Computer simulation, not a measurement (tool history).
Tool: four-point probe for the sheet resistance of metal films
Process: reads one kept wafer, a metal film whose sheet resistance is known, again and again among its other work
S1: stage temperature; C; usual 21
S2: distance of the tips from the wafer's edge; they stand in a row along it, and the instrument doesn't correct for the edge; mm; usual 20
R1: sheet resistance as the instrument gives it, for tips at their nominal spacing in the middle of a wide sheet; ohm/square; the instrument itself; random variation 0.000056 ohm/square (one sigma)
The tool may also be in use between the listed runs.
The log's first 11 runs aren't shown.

run	hour	S1	S2	R1
12	183.4	21	4	0.291091
13	205.0	21	4	0.291191
14	221.3	21	8	0.280696
15	241.2	21	20	0.277494
16	264.0	35	20	0.277870
17	281.2	35	20	0.277843
18	292.5	35	20	0.277778
19	312.8	35	43	0.277500
20	324.4	26	27	0.277421
# hour 326.9: stage's thermometer calibrated
21	346.2	26	18	0.277734
22	357.2	26	26	0.277153
23	368.9	30	4	0.291274
24	390.2	22	66	0.276900
25	400.7	22	66	0.277014
# hour 411.0: stage's thermometer calibrated, once more
26	420.4	23	5	0.286238
27	442.7	20	12	0.278684
28	460.7	27	59	0.277181
29	473.2	27	62	0.277096
30	483.6	27	62	0.277130
31	503.9	22	64	0.276986
32	517.4	30	11	0.279045
33	540.9	31	31	0.277395
34	557.6	31	31	0.277365
35	576.2	33	65	0.277162

Forecast each of these 4 alternatives for the next run:
A	590.7	24	16	?
B	590.7	33	58	?
C	590.7	32	3	?
D	590.7	19	8	?

run	R1
A	0.277800
B	0.277184
C	0.301291
D	0.280430
Without the tool's hidden state the same runs would have given:
run	R1
A	0.279123
B	0.278504
C	0.302716
D	0.281764

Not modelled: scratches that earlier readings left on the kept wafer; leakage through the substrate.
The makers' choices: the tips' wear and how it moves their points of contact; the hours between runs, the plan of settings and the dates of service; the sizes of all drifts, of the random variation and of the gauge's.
